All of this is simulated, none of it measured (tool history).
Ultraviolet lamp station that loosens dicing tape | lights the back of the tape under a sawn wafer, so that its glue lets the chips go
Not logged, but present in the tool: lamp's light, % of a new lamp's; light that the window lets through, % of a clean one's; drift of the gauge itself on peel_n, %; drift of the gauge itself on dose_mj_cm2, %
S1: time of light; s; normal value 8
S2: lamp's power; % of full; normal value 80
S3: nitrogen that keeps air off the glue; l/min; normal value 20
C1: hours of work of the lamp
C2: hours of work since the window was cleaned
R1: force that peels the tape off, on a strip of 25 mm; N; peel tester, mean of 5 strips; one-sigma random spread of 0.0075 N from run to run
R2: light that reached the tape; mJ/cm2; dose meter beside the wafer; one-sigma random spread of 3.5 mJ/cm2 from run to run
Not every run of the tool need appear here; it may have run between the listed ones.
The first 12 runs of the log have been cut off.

run    hour  S1  S2  S3    C1   C2     R1   R2
      730.8  -- window cleaned of glue's vapour
 13   768.9   5  80  20   407   23  0.675  303
 14   828.0   8  80  20   443   59  0.338  468
 15   917.0   6  80  20   497  113  0.572  333
 16   989.0   6  80  20   541  157  0.614  317
 17  1078.2   6  80  20   595  211  0.643  305
     1086.6  -- window cleaned of glue's vapour
 18  1146.7   8  77  39   636   36  0.289  425
 19  1211.9   8  80  23   676   76  0.364  428
 20  1260.3   8  80  16   705  105  0.451  414
 21  1301.7   8  63  16   730  130  0.687  315
 22  1384.4  12  76   8   780  181  0.452  549
 23  1425.8   5  71  12   805  206  1.626  203
     1445.1  -- window cleaned of glue's vapour
 24  1513.1   5  71  12   858   41  1.450  220
 25  1585.5   5  71  12   902   85  1.533  209
 26  1646.1   9  80  21   939  122  0.398  408
 27  1688.2   4  61  20   964  147  2.009  139
 28  1735.0  13  65  20   992  176  0.338  462
     1798.9  -- window cleaned of glue's vapour
 29  1798.9  13  65  20  1031    0  0.322  496
 30  1855.2  13  65  20  1065   34  0.323  482
 31  1940.9  13  62  11  1117   86  0.527  434
 32  2019.6   8  80  25  1165  134  0.479  332
 33  2064.5   7  80  13  1192  161  0.979  279

5 ways to go on from here, each from the tool as it stands after run 33. What would each give?
     2151.2  -- window cleaned of glue's vapour
  A  2151.2   8  80  20  1244   0   ?   ?
     2151.2  -- window cleaned of glue's vapour
  B  2151.2  16  66  37  1244   0   ?   ?
     2151.2  -- window cleaned of glue's vapour
  C  2151.2  13  68   7  1244   0   ?   ?
     2151.2  -- window cleaned of glue's vapour
  D  2151.2   5  99  15  1244   0   ?   ?
     2151.2  -- window cleaned of glue's vapour
  E  2151.2   9  74  29  1244   0   ?   ?

run     R1   R2
  A  0.505  334
  B  0.237  559
  C  0.669  470
  D  1.003  261
  E  0.393  353
The same runs, with their run-to-run variation unchanged, on a tool lacking any hidden condition would have given:
run     R1   R2
  A  0.257  558
  B  0.224  931
  C  0.322  781
  D  0.433  435
  E  0.244  588
